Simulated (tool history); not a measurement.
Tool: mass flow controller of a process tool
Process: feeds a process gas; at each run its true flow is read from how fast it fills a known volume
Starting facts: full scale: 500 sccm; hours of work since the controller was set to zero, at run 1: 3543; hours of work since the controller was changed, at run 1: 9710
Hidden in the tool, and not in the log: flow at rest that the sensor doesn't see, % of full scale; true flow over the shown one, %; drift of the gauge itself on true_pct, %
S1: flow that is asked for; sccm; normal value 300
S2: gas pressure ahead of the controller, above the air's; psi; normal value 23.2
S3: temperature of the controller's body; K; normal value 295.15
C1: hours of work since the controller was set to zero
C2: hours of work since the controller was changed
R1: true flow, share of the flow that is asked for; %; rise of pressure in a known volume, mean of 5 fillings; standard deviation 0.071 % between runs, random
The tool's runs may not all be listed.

run,hour,S1,S2,S3,C1,C2,R1
1,0,300,23.2,295.15,3543,9710,99.58
2,226.7,300,23.2,295.15,3651,9819,99.46
# hour 352.9: controller exchanged for a calibrated one
3,717.1,300,23.2,295.15,174,174,99.86
4,1163.1,300,23.2,306.15,388,388,99.58
5,1613.4,300,23.2,306.15,603,603,99.57
6,1902.7,300,23.2,306.15,741,741,99.84
7,2327.1,300,23.2,306.15,944,944,99.99
8,2563.1,325,23.2,295.15,1057,1057,100.91
9,3021.5,300,23.2,295.15,1277,1277,101.04
10,3273.8,184,23.2,300.15,1397,1397,100.46
11,3681.8,288,20.5,299.15,1593,1593,101.15
12,4003.2,308,32.5,308.15,1746,1746,101.11
13,4292.9,308,32.5,308.15,1885,1885,101.17
14,4623.9,244,34.1,295.15,2043,2043,101.88
15,5083.1,115,32.9,297.15,2263,2263,101.59
16,5584.5,118,22.8,312.15,2503,2503,100.84
# hour 5798.5: gauge calibrated
17,5990.9,118,22.8,312.15,2697,2697,98.26
18,6482.2,300,23.2,305.15,2932,2932,99.3

Below are 4 alternative next runs, each starting from the tool's condition after run 18. Predict each:
A,6724.8,443,23.2,295.15,3048,3048,?
B,6724.8,300,20.7,310.15,3048,3048,?
C,6724.8,300,36.4,301.15,3048,3048,?
D,6724.8,345,23.2,295.15,3048,3048,?

run,R1
A,100.28
B,99.07
C,99.93
D,100.1
Take away the tool's hidden state, keep each run's random variation, and the runs would have read:
run,R1
A,99.83
B,98.63
C,99.49
D,99.64

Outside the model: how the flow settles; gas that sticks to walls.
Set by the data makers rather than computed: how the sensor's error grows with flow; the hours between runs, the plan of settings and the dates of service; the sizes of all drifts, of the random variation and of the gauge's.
